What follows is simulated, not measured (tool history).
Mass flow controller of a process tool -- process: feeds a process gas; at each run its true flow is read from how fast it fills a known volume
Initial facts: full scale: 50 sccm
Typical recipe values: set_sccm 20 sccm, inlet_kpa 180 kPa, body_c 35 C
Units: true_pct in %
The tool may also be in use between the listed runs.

| run | hour | set_sccm | inlet_kpa | body_c | true_pct |
|---|---|---|---|---|---|
| 1 | 0.0 | 20 | 180 | 35 | 100.48 |
| 2 | 298.7 | 20 | 180 | 35 | 100.40 |
| 3 | 695.3 | 20 | 180 | 35 | 100.26 |
| 4 | 1117.7 | 20 | 180 | 35 | 100.26 |
| 5 | 1548.2 | 20 | 180 | 35 | 99.84 |
| 6 | 1773.7 | 20 | 180 | 35 | 99.66 |
| 7 | 2247.0 | 20 | 180 | 35 | 99.44 |
| 8 | 2643.0 | 20 | 180 | 35 | 99.18 |
| 9 | 3082.7 | 20 | 180 | 35 | 98.94 |
| 10 | 3544.8 | 20 | 180 | 35 | 98.82 |
| 11 | 3778.3 | 20 | 180 | 35 | 98.73 |
| 12 | 4201.6 | 20 | 180 | 35 | 98.56 |
| 13 | 4469.6 | 20 | 180 | 35 | 98.28 |
| 14 | 4904.4 | 20 | 180 | 35 | 100.47 |
| 15 | 5172.0 | 20 | 180 | 35 | 100.33 |
| 16 | 5529.2 | 20 | 180 | 35 | 100.07 |
| 17 | 5972.5 | 20 | 252 | 35 | 99.82 |
| 18 | 6271.5 | 20 | 252 | 35 | 99.63 |
| 19 | 6719.9 | 20 | 252 | 35 | 99.48 |
| 20 | 7086.8 | 20 | 252 | 35 | 99.29 |
| 21 | 7462.8 | 20 | 153 | 22 | 97.72 |
| 22 | 7786.9 | 20 | 153 | 22 | 97.77 |
| 23 | 8133.9 | 18 | 186 | 23 | 97.42 |
| 24 | 8580.3 | 18 | 186 | 23 | 97.33 |
| 25 | 8999.7 | 30 | 201 | 38 | 99.02 |
| 26 | 9385.9 | 18 | 180 | 35 | 98.42 |
| 27 | 9741.0 | 18 | 180 | 35 | 97.86 |
| 28 | 10075.2 | 11 | 229 | 24 | 96.36 |
| 29 | 10339.5 | 21 | 258 | 33 | 97.42 |
| 30 | 10685.7 | 21 | 258 | 33 | 97.27 |
| 31 | 10952.9 | 21 | 258 | 33 | 97.17 |
| 32 | 11198.6 | 13 | 186 | 33 | 96.87 |
| 33 | 11404.2 | 5 | 180 | 35 | 97.00 |
| 34 | 11886.2 | 9 | 140 | 27 | 96.10 |
| 35 | 12305.2 | 9 | 140 | 27 | 95.81 |
| 36 | 12598.5 | 18 | 192 | 30 | 95.99 |
| 37 | 13075.8 | 18 | 200 | 28 | 95.62 |
| 38 | 13556.1 | 18 | 178 | 25 | 95.07 |
| 39 | 14013.3 | 20 | 180 | 29 | 95.46 |
| 40 | 14393.2 | 13 | 269 | 24 | 94.29 |

Between the runs listed above, the log contained 2 entries, not reproduced here. Where in the sequence does each belong, and how does what the log doesn't record of the tool's condition differ from the listed run before to the listed run after?
Run 13 -> run 14: gauge calibrated (hour 4792.6)
  drift of the gauge itself on true_pct, %: -2.19 -> -0.05
  measured value less the no-hidden-state value, true_pct: -2.20 -> -0.05 %
Run 26 -> run 27: controller's zero set anew (hour 9461.4)
  flow at rest that the sensor doesn't see, % of full scale: -0.003 -> 0; drift of the gauge itself on true_pct, %: -2.25 -> -2.43
  measured value less the no-hidden-state value, true_pct: -2.27 -> -2.43 %
